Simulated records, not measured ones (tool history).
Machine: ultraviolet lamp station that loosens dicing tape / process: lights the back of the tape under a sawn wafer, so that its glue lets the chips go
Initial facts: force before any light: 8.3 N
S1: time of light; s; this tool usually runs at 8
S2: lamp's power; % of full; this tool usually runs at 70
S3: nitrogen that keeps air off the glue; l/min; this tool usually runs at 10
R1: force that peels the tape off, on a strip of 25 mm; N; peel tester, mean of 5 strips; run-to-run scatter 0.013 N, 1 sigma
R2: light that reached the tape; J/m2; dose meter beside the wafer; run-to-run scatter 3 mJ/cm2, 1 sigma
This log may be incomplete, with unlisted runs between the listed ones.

{"run": 1, "hour": 0.0, "S1": 8, "S2": 70, "S3": 10, "R1": 1.166, "R2": 3420}
{"run": 2, "hour": 30.4, "S1": 8, "S2": 70, "S3": 10, "R1": 1.145, "R2": 3430}
{"run": 3, "hour": 67.3, "S1": 8, "S2": 70, "S3": 10, "R1": 1.17, "R2": 3300}
{"run": 4, "hour": 88.6, "S1": 9, "S2": 70, "S3": 10, "R1": 0.945, "R2": 3720}
{"run": 5, "hour": 119.1, "S1": 8, "S2": 70, "S3": 19, "R1": 0.963, "R2": 3310}
{"run": 6, "hour": 147.4, "S1": 8, "S2": 70, "S3": 19, "R1": 0.951, "R2": 3260}
{"run": 7, "hour": 170.4, "S1": 14, "S2": 70, "S3": 19, "R1": 0.269, "R2": 5630}
{"run": 8, "hour": 200.0, "S1": 14, "S2": 70, "S3": 19, "R1": 0.274, "R2": 5610}
{"run": 9, "hour": 226.4, "S1": 14, "S2": 70, "S3": 19, "R1": 0.279, "R2": 5590}
{"run": 10, "hour": 256.2, "S1": 8, "S2": 82, "S3": 10, "R1": 0.971, "R2": 3730}
{"run": 11, "hour": 283.5, "S1": 8, "S2": 70, "S3": 13, "R1": 1.219, "R2": 3120}
{"run": 12, "hour": 320.2, "S1": 8, "S2": 70, "S3": 13, "R1": 1.224, "R2": 3100}
{"hour": 337.5, "done": "window cleaned of glue's vapour"}
{"run": 13, "hour": 346.9, "S1": 8, "S2": 70, "S3": 13, "R1": 0.99, "R2": 3430}
{"run": 14, "hour": 362.1, "S1": 8, "S2": 70, "S3": 13, "R1": 1.029, "R2": 3430}
{"run": 15, "hour": 378.5, "S1": 8, "S2": 70, "S3": 13, "R1": 1.011, "R2": 3460}
{"run": 16, "hour": 414.7, "S1": 15, "S2": 70, "S3": 10, "R1": 0.264, "R2": 6380}
{"run": 17, "hour": 450.5, "S1": 11, "S2": 70, "S3": 8, "R1": 0.686, "R2": 4590}
{"run": 18, "hour": 487.5, "S1": 11, "S2": 70, "S3": 8, "R1": 0.706, "R2": 4530}
{"run": 19, "hour": 521.4, "S1": 11, "S2": 70, "S3": 8, "R1": 0.71, "R2": 4510}
{"run": 20, "hour": 547.4, "S1": 5, "S2": 60, "S3": 9, "R1": 3.048, "R2": 1780}
{"run": 21, "hour": 583.1, "S1": 8, "S2": 63, "S3": 10, "R1": 1.529, "R2": 2890}
{"run": 22, "hour": 603.3, "S1": 12, "S2": 70, "S3": 10, "R1": 0.535, "R2": 4890}
{"run": 23, "hour": 634.4, "S1": 6, "S2": 77, "S3": 18, "R1": 1.522, "R2": 2610}
{"run": 24, "hour": 671.1, "S1": 6, "S2": 77, "S3": 18, "R1": 1.49, "R2": 2610}

What will run 25 give?
{"run": 25, "hour": 698.9, "S1": 13, "S2": 70, "S3": 10, "R1": "?", "R2": "?"}

Logged for run 25: R1 0.497 N, R2 5040 J/m2.
With the hidden condition absent and the run-to-run variation left alone, this run would have shown R1 0.194 N, R2 7460 J/m2.
